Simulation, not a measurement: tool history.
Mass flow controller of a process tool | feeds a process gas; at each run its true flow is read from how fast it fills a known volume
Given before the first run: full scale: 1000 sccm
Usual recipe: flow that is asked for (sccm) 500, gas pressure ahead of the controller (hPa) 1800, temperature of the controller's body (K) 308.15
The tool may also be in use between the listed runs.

| run | hour | flow that is asked for (sccm) | gas pressure ahead of the controller (hPa) | temperature of the controller's body (K) | true flow (%) |
|---|---|---|---|---|---|
| 1 | 0.0 | 500 | 1800 | 308.15 | 99.71 |
| 2 | 276.6 | 500 | 1800 | 295.15 | 99.46 |
| 3 | 446.3 | 500 | 1800 | 295.15 | 99.34 |
| 4 | 670.0 | 500 | 1800 | 300.15 | 99.56 |
| 5 | 970.1 | 500 | 1800 | 300.15 | 99.66 |
| 6 | 1194.9 | 500 | 1800 | 300.15 | 99.78 |
| 7 | 1380.3 | 500 | 1800 | 300.15 | 99.89 |
| 8 | 1673.3 | 500 | 1800 | 300.15 | 99.77 |
| 9 | 1862.0 | 500 | 1800 | 300.15 | 100.02 |
| 10 | 2156.9 | 500 | 1800 | 300.15 | 99.95 |
| 11 | 2494.9 | 500 | 1800 | 309.15 | 100.39 |
| 12 | 2733.0 | 500 | 1800 | 309.15 | 100.50 |
| 13 | 2917.7 | 500 | 1800 | 309.15 | 100.53 |
| 14 | 3194.8 | 500 | 1800 | 309.15 | 100.52 |
| 15 | 3509.8 | 500 | 1800 | 308.15 | 100.61 |
| 16 | 3720.4 | 500 | 1800 | 308.15 | 100.59 |
| 17 | 4013.9 | 500 | 1800 | 308.15 | 100.83 |
| 18 | 4227.5 | 500 | 2700 | 308.15 | 101.13 |
| 19 | 4386.6 | 500 | 2700 | 308.15 | 101.21 |
| 20 | 4684.4 | 500 | 2700 | 308.15 | 101.32 |
| 21 | 5010.2 | 500 | 2700 | 308.15 | 101.31 |
| 22 | 5242.8 | 500 | 2700 | 308.15 | 101.57 |
| 23 | 5548.8 | 500 | 2700 | 308.15 | 101.49 |
| 24 | 5733.6 | 500 | 1800 | 308.15 | 101.18 |
| 25 | 5962.8 | 642 | 1700 | 295.15 | 100.84 |
| 26 | 6246.1 | 387 | 1700 | 300.15 | 101.22 |
| 27 | 6567.7 | 387 | 1700 | 300.15 | 101.31 |
| 28 | 6819.8 | 891 | 2010 | 297.15 | 101.24 |
| 29 | 6997.8 | 891 | 2010 | 297.15 | 101.37 |
| 30 | 7357.2 | 891 | 2010 | 297.15 | 101.37 |
| 31 | 7557.5 | 891 | 2010 | 297.15 | 101.30 |
| 32 | 7907.8 | 891 | 2010 | 297.15 | 101.62 |
| 33 | 8174.1 | 891 | 2010 | 297.15 | 101.57 |
| 34 | 8522.2 | 465 | 2310 | 310.15 | 102.25 |
| 35 | 8756.9 | 862 | 2460 | 301.15 | 102.29 |
| 36 | 8976.7 | 113 | 2460 | 301.15 | 109.59 |
| 37 | 9152.2 | 500 | 1630 | 310.15 | 102.53 |
| 38 | 9331.2 | 500 | 1630 | 310.15 | 102.77 |
| 39 | 9640.8 | 176 | 1800 | 301.15 | 106.27 |
| 40 | 9846.1 | 500 | 1800 | 303.15 | 102.69 |
| 41 | 10187.0 | 242 | 2630 | 302.15 | 105.30 |
| 42 | 10451.0 | 242 | 2630 | 302.15 | 100.78 |
| 43 | 10597.4 | 190 | 2550 | 306.15 | 100.94 |
| 44 | 10850.6 | 477 | 1650 | 298.15 | 100.53 |
| 45 | 11000.2 | 119 | 1660 | 312.15 | 101.12 |
| 46 | 11186.2 | 119 | 1660 | 312.15 | 101.31 |
| 47 | 11509.9 | 119 | 1660 | 312.15 | 101.51 |
| 48 | 11824.0 | 119 | 1470 | 312.15 | 101.61 |

Missing from the log above: 2 entries noted between runs. For each, name the pair of listed runs it sits between and say how the tool's hidden condition differs from the listed run just before to the listed run just after:
In the gap between runs 34 and 35: controller's zero set anew (hour 8553.3)
  flow at rest that the sensor doesn't see, % of full scale: 0.711 -> 1.04; true flow over the shown one, %: 1.02 -> 1.05
  measured result minus the result with no hidden state, true flow (%): +2.56 -> +2.26
In the gap between runs 41 and 42: controller's zero set anew, once more (hour 10399.3)
  flow at rest that the sensor doesn't see, % of full scale: 1.149 -> 0.048; true flow over the shown one, %: 1.21 -> 1.25
  measured result minus the result with no hidden state, true flow (%): +5.96 -> +1.44
